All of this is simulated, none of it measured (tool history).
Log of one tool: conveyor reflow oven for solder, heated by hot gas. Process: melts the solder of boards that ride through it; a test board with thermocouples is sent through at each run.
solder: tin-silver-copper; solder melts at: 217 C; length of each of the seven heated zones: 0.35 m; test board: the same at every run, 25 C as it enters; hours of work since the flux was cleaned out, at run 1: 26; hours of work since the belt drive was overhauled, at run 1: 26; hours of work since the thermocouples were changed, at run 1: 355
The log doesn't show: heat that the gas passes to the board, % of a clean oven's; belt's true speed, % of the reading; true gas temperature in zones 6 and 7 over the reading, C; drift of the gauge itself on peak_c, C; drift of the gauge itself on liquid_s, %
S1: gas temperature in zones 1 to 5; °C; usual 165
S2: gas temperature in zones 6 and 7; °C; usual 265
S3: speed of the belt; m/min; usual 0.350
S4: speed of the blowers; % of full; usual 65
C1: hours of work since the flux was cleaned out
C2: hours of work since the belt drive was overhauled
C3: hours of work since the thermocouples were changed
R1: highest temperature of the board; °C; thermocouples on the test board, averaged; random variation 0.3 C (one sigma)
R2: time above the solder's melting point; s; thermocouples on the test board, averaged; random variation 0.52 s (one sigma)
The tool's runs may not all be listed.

run,hour,S1,S2,S3,S4,C1,C2,C3,R1,R2
1,0.0,165,265,0.350,65,26,26,355,249.6,82.0
2,31.3,165,265,0.350,65,46,46,376,249.5,83.5
3,78.5,165,265,0.350,65,78,78,407,249.2,82.2
4,122.8,165,265,0.350,64,107,107,436,249.4,81.3
5,173.0,165,265,0.350,64,140,140,469,249.3,82.4
6,221.4,165,265,0.373,65,172,172,501,246.8,73.5
7,286.0,165,265,0.352,65,215,215,544,249.0,81.2
8,358.9,165,265,0.352,65,263,263,592,248.9,81.3
9,403.6,165,265,0.350,65,292,292,622,249.1,82.6
10,468.1,160,258,0.350,65,335,335,664,241.7,70.2
11,511.8,165,265,0.350,73,364,364,693,251.5,85.2
12,572.2,169,257,0.350,53,404,404,733,239.3,69.4
13,612.2,165,273,0.350,65,430,430,759,256.7,89.9

Forecast each of these 5 alternatives for the next run:
# hour 623.2: flux residue cleaned out of gas plates and filters
A,688.2,165,265,0.350,57,43,477,806,?,?
# hour 623.2: flux residue cleaned out of gas plates and filters
B,688.2,151,265,0.350,65,43,477,806,?,?
# hour 623.2: flux residue cleaned out of gas plates and filters
C,688.2,157,273,0.350,65,43,477,806,?,?
# hour 623.2: flux residue cleaned out of gas plates and filters
D,688.2,165,273,0.350,76,43,477,806,?,?
# hour 623.2: flux residue cleaned out of gas plates and filters
E,688.2,152,273,0.363,65,43,477,806,?,?

run,R1,R2
A,247.6,78.1
B,247.3,73.0
C,254.8,84.7
D,258.8,93.8
E,252.4,77.6
Without the tool's hidden state the same runs would have given:
run,R1,R2
A,247.5,78.0
B,247.2,72.9
C,254.7,84.6
D,258.7,93.7
E,252.3,77.5
